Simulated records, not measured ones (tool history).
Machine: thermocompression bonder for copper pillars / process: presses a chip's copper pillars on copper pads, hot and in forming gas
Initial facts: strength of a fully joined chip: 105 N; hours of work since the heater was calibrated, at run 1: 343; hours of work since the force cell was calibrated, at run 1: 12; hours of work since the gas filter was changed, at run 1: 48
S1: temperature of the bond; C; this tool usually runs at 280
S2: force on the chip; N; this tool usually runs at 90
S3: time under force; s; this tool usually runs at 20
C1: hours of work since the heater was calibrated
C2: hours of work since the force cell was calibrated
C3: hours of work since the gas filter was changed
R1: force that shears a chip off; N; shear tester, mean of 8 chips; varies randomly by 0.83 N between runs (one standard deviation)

{"run": 1, "day": 0.0, "S1": 280, "S2": 90, "S3": 20, "C1": 343, "C2": 12, "C3": 48, "R1": 66.4}
{"run": 2, "day": 1.204, "S1": 251, "S2": 90, "S3": 20, "C1": 357, "C2": 26, "C3": 62, "R1": 50.8}
{"run": 3, "day": 2.288, "S1": 280, "S2": 90, "S3": 20, "C1": 370, "C2": 39, "C3": 74, "R1": 66.1}
{"run": 4, "day": 3.212, "S1": 280, "S2": 90, "S3": 56, "C1": 381, "C2": 50, "C3": 85, "R1": 84.0}
{"run": 5, "day": 4.483, "S1": 280, "S2": 90, "S3": 56, "C1": 395, "C2": 65, "C3": 100, "R1": 85.1}
{"run": 6, "day": 5.2, "S1": 280, "S2": 90, "S3": 56, "C1": 404, "C2": 73, "C3": 108, "R1": 83.3}
{"run": 7, "day": 6.246, "S1": 280, "S2": 90, "S3": 20, "C1": 416, "C2": 85, "C3": 120, "R1": 65.1}
{"run": 8, "day": 6.9, "S1": 280, "S2": 73, "S3": 20, "C1": 424, "C2": 93, "C3": 128, "R1": 59.1}
{"run": 9, "day": 8.129, "S1": 280, "S2": 73, "S3": 16, "C1": 438, "C2": 107, "C3": 142, "R1": 54.6}
{"run": 10, "day": 9.071, "S1": 280, "S2": 73, "S3": 16, "C1": 449, "C2": 118, "C3": 153, "R1": 55.4}
{"run": 11, "day": 9.829, "S1": 280, "S2": 90, "S3": 20, "C1": 458, "C2": 127, "C3": 162, "R1": 65.0}
{"run": 12, "day": 10.883, "S1": 280, "S2": 90, "S3": 20, "C1": 470, "C2": 139, "C3": 174, "R1": 65.3}
{"run": 13, "day": 11.504, "S1": 280, "S2": 90, "S3": 20, "C1": 477, "C2": 146, "C3": 181, "R1": 65.2}
{"run": 14, "day": 12.346, "S1": 280, "S2": 90, "S3": 20, "C1": 487, "C2": 156, "C3": 191, "R1": 65.5}
{"day": 13.579, "done": "forming gas filter changed"}
{"run": 15, "day": 13.633, "S1": 280, "S2": 90, "S3": 20, "C1": 502, "C2": 171, "C3": 1, "R1": 67.1}
{"run": 16, "day": 14.338, "S1": 280, "S2": 90, "S3": 20, "C1": 510, "C2": 179, "C3": 9, "R1": 64.9}
{"run": 17, "day": 15.062, "S1": 257, "S2": 90, "S3": 20, "C1": 518, "C2": 187, "C3": 17, "R1": 55.1}
{"run": 18, "day": 15.954, "S1": 257, "S2": 90, "S3": 20, "C1": 529, "C2": 198, "C3": 28, "R1": 53.6}
{"run": 19, "day": 16.921, "S1": 301, "S2": 109, "S3": 27, "C1": 540, "C2": 209, "C3": 39, "R1": 85.4}
{"run": 20, "day": 17.483, "S1": 257, "S2": 64, "S3": 58, "C1": 546, "C2": 215, "C3": 45, "R1": 64.2}
{"run": 21, "day": 18.208, "S1": 257, "S2": 66, "S3": 46, "C1": 555, "C2": 224, "C3": 54, "R1": 61.3}
{"run": 22, "day": 19.529, "S1": 285, "S2": 71, "S3": 19, "C1": 570, "C2": 239, "C3": 69, "R1": 59.2}
{"run": 23, "day": 20.808, "S1": 262, "S2": 56, "S3": 30, "C1": 585, "C2": 254, "C3": 84, "R1": 50.1}
{"run": 24, "day": 21.842, "S1": 294, "S2": 104, "S3": 29, "C1": 597, "C2": 266, "C3": 96, "R1": 81.4}
{"run": 25, "day": 23.192, "S1": 280, "S2": 90, "S3": 12, "C1": 613, "C2": 282, "C3": 112, "R1": 55.3}
{"run": 26, "day": 24.358, "S1": 266, "S2": 74, "S3": 39, "C1": 626, "C2": 295, "C3": 125, "R1": 64.9}
{"run": 27, "day": 25.712, "S1": 266, "S2": 74, "S3": 33, "C1": 642, "C2": 311, "C3": 141, "R1": 60.9}
{"run": 28, "day": 26.85, "S1": 264, "S2": 107, "S3": 15, "C1": 655, "C2": 324, "C3": 154, "R1": 56.6}
{"run": 29, "day": 28.108, "S1": 264, "S2": 107, "S3": 15, "C1": 670, "C2": 339, "C3": 169, "R1": 57.2}
{"run": 30, "day": 29.05, "S1": 271, "S2": 90, "S3": 20, "C1": 681, "C2": 350, "C3": 180, "R1": 60.2}
{"run": 31, "day": 30.058, "S1": 306, "S2": 90, "S3": 27, "C1": 693, "C2": 362, "C3": 192, "R1": 81.0}
{"day": 30.483, "done": "heater calibrated with a thermocouple chip"}
{"day": 31.317, "done": "forming gas filter changed"}
{"run": 32, "day": 31.362, "S1": 298, "S2": 95, "S3": 27, "C1": 10, "C2": 376, "C3": 1, "R1": 82.4}
{"run": 33, "day": 32.121, "S1": 278, "S2": 56, "S3": 17, "C1": 19, "C2": 384, "C3": 9, "R1": 48.5}
{"run": 34, "day": 33.112, "S1": 280, "S2": 109, "S3": 34, "C1": 30, "C2": 396, "C3": 21, "R1": 82.1}
{"run": 35, "day": 34.275, "S1": 280, "S2": 109, "S3": 34, "C1": 44, "C2": 410, "C3": 34, "R1": 83.0}

Consider 5 possible next runs. They are alternatives, not a sequence: every one starts from the tool as it was left by run 35. What does each give?
{"run": "A", "day": 35.267, "S1": 280, "S2": 109, "S3": 10, "C1": 55, "C2": 421, "C3": 46, "R1": "?"}
{"run": "B", "day": 35.267, "S1": 280, "S2": 70, "S3": 20, "C1": 55, "C2": 421, "C3": 46, "R1": "?"}
{"run": "C", "day": 35.267, "S1": 305, "S2": 91, "S3": 20, "C1": 55, "C2": 421, "C3": 46, "R1": "?"}
{"run": "D", "day": 35.267, "S1": 292, "S2": 123, "S3": 18, "C1": 55, "C2": 421, "C3": 46, "R1": "?"}
{"run": "E", "day": 35.267, "S1": 280, "S2": 109, "S3": 18, "C1": 55, "C2": 421, "C3": 46, "R1": "?"}

run=A R1=58.1
run=B R1=58.9
run=C R1=77.3
run=D R1=77.9
run=E R1=69.4
Had the tool no hidden state, the same runs would have come out as:
run=A R1=58.2
run=B R1=59.0
run=C R1=77.4
run=D R1=78.0
run=E R1=69.5
